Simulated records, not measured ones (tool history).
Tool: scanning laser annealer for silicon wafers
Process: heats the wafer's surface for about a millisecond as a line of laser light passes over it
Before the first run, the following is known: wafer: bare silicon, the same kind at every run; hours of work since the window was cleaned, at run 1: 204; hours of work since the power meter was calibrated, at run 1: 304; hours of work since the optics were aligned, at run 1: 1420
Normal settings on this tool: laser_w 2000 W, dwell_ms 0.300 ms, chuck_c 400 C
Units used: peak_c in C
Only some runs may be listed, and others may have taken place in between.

run	day	laser_w	dwell_ms	chuck_c	hours of work since the window was cleaned	hours of work since the power meter was calibrated	hours of work since the optics were aligned	peak_c
1	0.000	2000	0.300	400	204	304	1420	1169
2	0.250	1720	0.300	400	209	309	1425	1041
3	0.446	2000	0.300	400	213	313	1429	1171
4	0.804	2000	0.300	400	220	320	1435	1172
5	1.104	2000	0.300	400	225	325	1441	1170
6	1.396	2000	0.300	400	231	331	1447	1167
7	1.688	2000	0.233	400	236	336	1452	1084
8	2.054	2000	0.231	400	243	343	1459	1079
# day 2.208: laser's power meter calibrated
9	2.354	1743	0.231	400	247	3	1462	972
# day 2.679: optics aligned, line set to its width
10	2.888	2000	0.210	400	253	9	4	1068
11	3.125	2000	0.300	400	257	13	8	1188
12	3.388	2000	0.300	400	262	18	13	1187
13	3.554	2000	0.300	400	265	22	17	1189
14	3.779	2000	0.300	400	270	26	21	1188
15	4.179	2000	0.300	400	277	33	28	1187
# day 4.558: laser's power meter calibrated, once more
16	4.608	1818	0.300	379	283	1	34	1081
17	4.967	2000	0.320	400	290	8	41	1212
18	5.292	1913	0.320	408	296	14	47	1170
19	5.688	1861	0.300	417	303	21	55	1137
20	5.879	2000	0.266	400	307	25	58	1141
21	6.204	1899	0.304	385	313	31	64	1124
22	6.400	2122	0.253	400	317	35	68	1178
23	6.696	2122	0.253	418	322	41	74	1194
24	6.912	2122	0.253	418	327	45	78	1194
25	7.329	2062	0.245	375	334	53	86	1113
26	7.538	2062	0.245	375	338	56	90	1110

Alternative continuations, all from the tool just after run 26; predict every row:
A	7.950	1858	0.332	417	346	64	97	?
B	7.950	2029	0.245	375	346	64	97	?
C	7.950	1701	0.362	393	346	64	97	?

run	peak_c
A	1163
B	1097
C	1091
What these runs would have given with no unlogged condition in the tool:
run	peak_c
A	1194
B	1127
C	1121
